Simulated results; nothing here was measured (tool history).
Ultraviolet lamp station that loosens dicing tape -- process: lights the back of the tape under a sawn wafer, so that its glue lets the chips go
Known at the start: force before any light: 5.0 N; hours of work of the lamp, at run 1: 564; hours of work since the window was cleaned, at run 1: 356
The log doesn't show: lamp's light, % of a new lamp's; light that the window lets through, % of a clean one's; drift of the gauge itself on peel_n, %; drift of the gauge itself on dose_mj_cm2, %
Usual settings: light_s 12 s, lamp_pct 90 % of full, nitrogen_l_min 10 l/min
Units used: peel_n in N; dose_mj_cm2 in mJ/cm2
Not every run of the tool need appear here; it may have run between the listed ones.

run,day,light_s,lamp_pct,nitrogen_l_min,hours of work of the lamp,hours of work since the window was cleaned,peel_n,dose_mj_cm2
1,0,12,90,10,564,356,0.642,437
2,2.204,12,90,10,603,395,0.67,421
# day 2.4: lamp changed
# day 2.421: window cleaned of glue's vapour
3,3.7,12,90,12,22,22,0.368,545
4,5.725,12,90,12,58,58,0.371,533
# day 6.208: window cleaned of glue's vapour, once more
5,7.45,12,90,4,88,22,0.677,597
6,8.608,12,69,10,108,42,0.591,449
7,10.6,12,90,8,143,77,0.451,574
8,12.792,12,90,8,181,115,0.467,565
9,14.229,12,90,8,206,140,0.473,552
10,16.367,12,80,10,243,177,0.537,479
11,17.888,12,90,10,270,204,0.418,529
12,18.946,12,76,10,288,223,0.625,446
13,21.296,12,90,10,329,264,0.49,509
14,23.238,12,90,10,363,298,0.479,497
15,24.775,12,90,10,390,324,0.516,495
16,26.321,12,89,10,417,351,0.529,478
17,28.675,12,89,10,458,393,0.564,471
# day 29.079: window cleaned of glue's vapour
18,30.121,12,84,10,483,18,0.595,458
19,32.338,12,90,8,522,57,0.646,473
20,34.692,12,90,8,563,98,0.681,460
21,36.767,12,90,8,599,134,0.639,454
# day 37.192: lamp changed
22,39.096,12,90,8,33,174,0.419,584
23,40.504,14,85,15,58,199,0.235,642
24,41.804,14,85,15,81,222,0.229,631
25,44.2,11,83,4,122,263,0.978,473
26,45.262,11,75,16,141,282,0.503,424
27,47.196,7,78,16,175,316,1.09,276
28,48.742,7,78,16,202,343,1.109,271
29,50.254,7,78,16,228,369,1.155,265
30,51.708,8,88,10,254,395,1.015,338
# day 51.867: window cleaned of glue's vapour
31,53.108,8,88,10,278,22,0.899,356
32,55.412,8,88,10,318,62,0.957,346
33,57.796,8,94,10,360,104,0.884,358
34,58.875,8,94,10,378,122,0.947,352
35,59.946,11,90,17,397,141,0.419,458
36,62.179,7,90,7,436,180,1.47,283
37,63.608,15,78,8,461,205,0.536,522
38,64.683,15,78,8,480,224,0.558,517
39,67.067,12,90,6,522,266,0.765,465
40,68.667,12,90,6,550,293,0.869,452
41,70.458,7,84,6,581,325,1.848,240
# day 72.017: lamp changed
42,72.55,23,90,10,9,361,0.123,1115

Selected run-to-run steps in peel_n, each split into two signed amounts: the part the tool would show with no hidden state at all (from settings, incoming material and random variation), and the remainder, which goes to the hidden state together with any gauge scatter not common to the measured and the hidden-state-free results:
Run 2 -> 3: nitrogen_l_min 10 -> 12, lamp changed, window cleaned of glue's vapour. peel_n -0.302 N: hidden state -0.276, all else -0.026.
Run 21 -> 22: lamp changed. peel_n -0.22 N: hidden state -0.255, all else +0.035.
Run 35 -> 36: light_s 11 -> 7, nitrogen_l_min 17 -> 7. peel_n +1.051 N: hidden state +0.244, all else +0.807.
Run 40 -> 41: light_s 12 -> 7, lamp_pct 90 -> 84. peel_n +0.979 N: hidden state +0.201, all else +0.778.
Run 41 -> 42: light_s 7 -> 23, lamp_pct 84 -> 90, nitrogen_l_min 6 -> 10, lamp changed. peel_n -1.725 N: hidden state -0.573, all else -1.152.
